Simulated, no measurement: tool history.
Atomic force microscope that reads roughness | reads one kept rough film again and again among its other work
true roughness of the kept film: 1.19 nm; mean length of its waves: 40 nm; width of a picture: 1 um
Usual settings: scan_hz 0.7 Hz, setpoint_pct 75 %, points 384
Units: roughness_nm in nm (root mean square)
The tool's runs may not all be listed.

run      day  scan_hz  setpoint_pct  points  roughness_nm
  1        0      0.7            75     384         1.067
  2    2.571      0.7            75     384         1.122
  3    4.029      0.7            75     384         1.111
  4    5.604      0.7            75     384         1.096
  5    8.017      0.7            75     384         1.083
  6    9.896      0.7            75     384         1.072
  7   12.817      0.7            75     384         1.123
  8   15.438      0.7            75     384           1.1
  9    17.05      0.7            75     838         1.091
 10   19.496      0.7            75     838         1.078
 11   21.038    1.489            75     384         1.103
 12   23.571    1.489            75     384          1.09
 13   25.625    1.489            75     384         1.066
 14   27.133    1.489            75     384         1.052
 15   29.012      0.7            75     384         1.059
 16   30.792      0.7            75     384          1.14
 17   32.262      0.7            75     384          1.12
 18     34.7     2.03            75     384         1.062
 19   36.854    0.621            75     384          1.09
 20   39.404    0.621            75     384         1.068
 21   41.508    0.621            75     384         1.131
 22   42.771     0.75            75     384          1.11
 23   45.508     0.75            75     384          1.08
 24   47.112    0.985            75     384         1.067
 25   49.796      0.7            75     384         1.122
 26   51.179      0.7            75     384         1.121
 27   53.458      0.7            70     933         1.113
 28   55.871      0.7            67     384         1.083
 29   57.942      0.7            75     278         1.061
 30   59.833      0.7            75     278         1.127
 31   62.183    0.685            70     589         1.125
 32   64.833    0.685            55     339         1.096
 33   66.462    1.451            78     635         1.044
 34   69.462    1.451            78     873         1.111
 35   71.096    1.451            78     873         1.095
 36   73.017      0.7            80     360         1.107
 37   75.917      0.7            80     360          1.08
 38   78.054      0.7            80     360         1.055
 39   80.967    0.737            76     384         1.124
 40   82.554    0.737            76     384         1.102
 41   85.242    0.672            63     384         1.099
 42   86.679    0.672            63     384         1.078
 43   88.688     1.14            64     463         1.143
 44   91.012    2.626            75     515         1.051
 45   92.233      0.7            75     570         1.108
 46   94.354      0.7            75     570         1.098
 47   95.875      0.7            75     570         1.074
 48     97.3    2.109            75     272         1.091
 49   98.517    0.626            60     272          1.14
 50  101.088    0.609            65     427         1.125
 51  103.154    0.781            57     384         1.111

Not shown: 11 entries that the log had between the listed runs. Between which runs, and how does the tool's hidden state differ before and after?
Between runs 1 and 2: new tip fitted (day 1.446)
  radius of the tip, nm: 33 -> 12.7; height scale over the true one, %: 0.51 -> 0.54
  measured less the result without the state, roughness_nm: -0.064 -> -0.003 nm (root mean square)
Between runs 6 and 7: new tip fitted (day 10.958)
  radius of the tip, nm: 31.5 -> 14.6; height scale over the true one, %: 0.64 -> 0.68
  measured less the result without the state, roughness_nm: -0.058 -> -0.007 nm (root mean square)
Between runs 10 and 11: new tip fitted (day 20.717)
  radius of the tip, nm: 31.8 -> 10.9; height scale over the true one, %: 0.77 -> 0.79
  measured less the result without the state, roughness_nm: -0.058 -> +0.006 nm (root mean square)
Between runs 15 and 16: new tip fitted (day 30.217)
  radius of the tip, nm: 32 -> 12; height scale over the true one, %: 0.89 -> 0.91
  measured less the result without the state, roughness_nm: -0.056 -> +0.004 nm (root mean square)
Between runs 20 and 21: new tip fitted (day 39.804)
  radius of the tip, nm: 34.1 -> 15.5; height scale over the true one, %: 1.02 -> 1.05
  measured less the result without the state, roughness_nm: -0.062 -> -0.006 nm (root mean square)
Between runs 24 and 25: new tip fitted (day 49.367)
  radius of the tip, nm: 31.2 -> 11.8; height scale over the true one, %: 1.12 -> 1.15
  measured less the result without the state, roughness_nm: -0.052 -> +0.008 nm (root mean square)
Between runs 29 and 30: new tip fitted (day 58.979)
  radius of the tip, nm: 34.3 -> 13.4; height scale over the true one, %: 1.26 -> 1.29
  measured less the result without the state, roughness_nm: -0.059 -> +0.004 nm (root mean square)
Between runs 33 and 34: new tip fitted (day 68.596)
  radius of the tip, nm: 30.7 -> 13; height scale over the true one, %: 1.37 -> 1.41
  measured less the result without the state, roughness_nm: -0.047 -> +0.006 nm (root mean square)
Between runs 38 and 39: new tip fitted (day 78.221)
  radius of the tip, nm: 35.9 -> 17.6; height scale over the true one, %: 1.52 -> 1.56
  measured less the result without the state, roughness_nm: -0.061 -> -0.007 nm (root mean square)
Between runs 42 and 43: new tip fitted (day 87.792)
  radius of the tip, nm: 32.7 -> 12.7; height scale over the true one, %: 1.63 -> 1.66
  measured less the result without the state, roughness_nm: -0.051 -> +0.01 nm (root mean square)
Between runs 47 and 48: new tip fitted (day 97.3)
  radius of the tip, nm: 31.8 -> 10.4; height scale over the true one, %: 1.76 -> 1.77
  measured less the result without the state, roughness_nm: -0.047 -> +0.018 nm (root mean square)

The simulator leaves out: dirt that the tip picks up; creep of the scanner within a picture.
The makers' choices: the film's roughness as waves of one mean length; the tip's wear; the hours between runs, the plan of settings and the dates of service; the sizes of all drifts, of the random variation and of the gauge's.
